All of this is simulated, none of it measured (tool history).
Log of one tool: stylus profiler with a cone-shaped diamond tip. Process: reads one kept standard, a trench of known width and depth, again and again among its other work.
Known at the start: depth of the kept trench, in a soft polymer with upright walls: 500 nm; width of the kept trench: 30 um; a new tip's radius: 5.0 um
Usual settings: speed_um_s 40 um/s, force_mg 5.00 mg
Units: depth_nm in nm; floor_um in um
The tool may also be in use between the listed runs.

| run | hour | speed_um_s | force_mg | depth_nm | floor_um |
|---|---|---|---|---|---|
| 1 | 0.0 | 40 | 5.00 | 510.15 | 24.41 |
| 2 | 28.5 | 40 | 5.00 | 510.03 | 24.31 |
| 3 | 72.3 | 97 | 5.00 | 509.79 | 24.18 |
| 4 | 97.8 | 97 | 5.00 | 509.56 | 24.12 |
| 5 | 136.7 | 37 | 5.00 | 509.70 | 24.27 |
| 6 | 180.3 | 37 | 3.81 | 507.52 | 24.15 |
| 7 | 203.4 | 37 | 3.81 | 507.40 | 24.19 |
| 8 | 244.6 | 37 | 3.81 | 507.44 | 24.13 |
| 9 | 278.8 | 25 | 5.00 | 509.44 | 24.15 |
| 10 | 314.0 | 25 | 5.00 | 509.40 | 24.14 |
| 11 | 352.2 | 25 | 5.00 | 509.36 | 24.14 |
| 12 | 377.7 | 25 | 5.00 | 509.44 | 24.13 |
| 13 | 412.4 | 25 | 5.00 | 509.50 | 24.10 |
| 14 | 449.4 | 25 | 5.00 | 508.94 | 24.06 |
| 15 | 470.5 | 25 | 5.00 | 509.09 | 24.07 |
| 16 | 489.6 | 25 | 5.00 | 509.30 | 24.05 |
| 17 | 516.6 | 148 | 5.00 | 508.89 | 23.76 |
| 18 | 546.2 | 36 | 5.00 | 509.08 | 24.02 |
| 19 | 571.9 | 36 | 5.00 | 508.88 | 23.98 |
| 20 | 607.9 | 96 | 10.13 | 516.86 | 23.86 |
| 21 | 648.7 | 61 | 2.79 | 504.56 | 23.77 |
| 22 | 675.5 | 61 | 2.79 | 504.83 | 23.78 |
| 23 | 709.8 | 12 | 2.79 | 504.59 | 23.96 |
| 24 | 750.5 | 144 | 1.69 | 501.86 | 23.38 |
| 25 | 775.0 | 121 | 3.05 | 505.03 | 23.53 |
| 26 | 794.1 | 121 | 3.05 | 505.13 | 23.51 |
| 27 | 815.2 | 121 | 3.05 | 504.91 | 23.54 |
| 28 | 859.2 | 77 | 4.87 | 508.27 | 23.65 |
| 29 | 882.5 | 38 | 5.00 | 508.12 | 23.73 |
| 30 | 902.4 | 38 | 5.00 | 508.64 | 23.74 |
| 31 | 933.5 | 10 | 9.29 | 514.84 | 23.75 |

Run 32 comes next. What will it give?
| 32 | 972.2 | 105 | 8.57 | ? | ? |

Run 32 gave depth_nm 513.90 nm, floor_um 23.50 um.
Without the tool's hidden state the same run would have given depth_nm 518.55 nm, floor_um 25.36 um.
